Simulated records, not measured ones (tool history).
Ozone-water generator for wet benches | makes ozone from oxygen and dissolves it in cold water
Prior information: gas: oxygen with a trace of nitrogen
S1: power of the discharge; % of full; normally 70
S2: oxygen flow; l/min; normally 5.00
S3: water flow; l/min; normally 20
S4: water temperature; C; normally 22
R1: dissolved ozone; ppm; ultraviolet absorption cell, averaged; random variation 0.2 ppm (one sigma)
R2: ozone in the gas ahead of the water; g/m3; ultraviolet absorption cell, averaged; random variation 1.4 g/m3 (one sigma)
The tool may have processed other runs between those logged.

run    hour  S1    S2  S3  S4    R1     R2
  1     0.0  70  5.00  20  22  27.8  268.2
  2    71.9  70  5.00  26  22  22.5  269.1
  3   162.1  70  5.00  26  22  22.1  266.8
  4   243.7  70  5.00  26  22  22.7  264.5
  5   349.3  49  5.00  20  22  22.2  212.1
  6   398.6  78  5.00  20  22  30.2  283.6
  7   505.7  78  5.00  20  22  30.7  282.3
  8   617.4  86  5.00  20  22  32.0  299.5
  9   687.8  86  5.00  20  22  32.3  300.5
 10   800.8  86  5.00  20  22  31.8  299.1
 11   903.2  86  5.00  20  22  31.7  297.8
 12  1019.1  86  5.00  20  22  31.9  295.5
 13  1088.8  86  5.00  20  22  31.7  298.2
 14  1194.5  86  5.00  20  22  32.5  298.6
 15  1267.0  70  5.00  20  22  28.1  267.1
 16  1368.5  70  5.00  20  22  28.2  267.8
 17  1430.1  81  3.47  15  22  37.0  343.4
 18  1521.4  81  3.47  15  22  37.5  339.7
 19  1588.4  81  3.47  15  22  37.1  342.1
 20  1639.3  45  5.00  20  22  21.5  203.3
 21  1702.9  45  5.00  20  22  21.5  201.0
 22  1801.7  45  5.00  20  22  21.7  201.5
 23  1891.6  82  4.35  27  16  24.7  307.2
 24  1964.7  82  4.35  27  16  24.7  306.5
 25  2085.9  80  2.59  18  16  31.8  375.2
 26  2170.0  80  8.42  22  16  32.5  230.0
 27  2275.6  64  4.24  14  17  37.1  264.4
 28  2365.2  70  5.00  27  22  21.3  262.3
 29  2433.4  70  5.00  27  22  21.4  259.6
 30  2493.6  47  5.00  18  22  23.6  203.8
 31  2604.5  77  5.00  15  26  34.8  273.6
 32  2678.5  77  5.00  15  26  35.1  275.6

Between the runs listed above, the log contained 2 entries, not reproduced here. Where in the sequence does each belong, and how does what the log doesn't record of the tool's condition differ from the listed run before to the listed run after?
Runs 14 to 15: gauge calibrated (hour 1266.3)
  drift of the gauge itself on gas_g_m3, %: -2.81 -> 0
  what was measured, less what the result would be without the hidden state, R2: -9.1 -> -0.4 g/m3
Runs 25 to 26: contactor cleaned (hour 2142.5)
  contactor's efficiency, % of a clean one's: 99.9 -> 100; drift of the gauge itself on gas_g_m3, %: -1.93 -> -2.12
  what was measured, less what the result would be without the hidden state, R2: -8.0 -> -5.4 g/m3
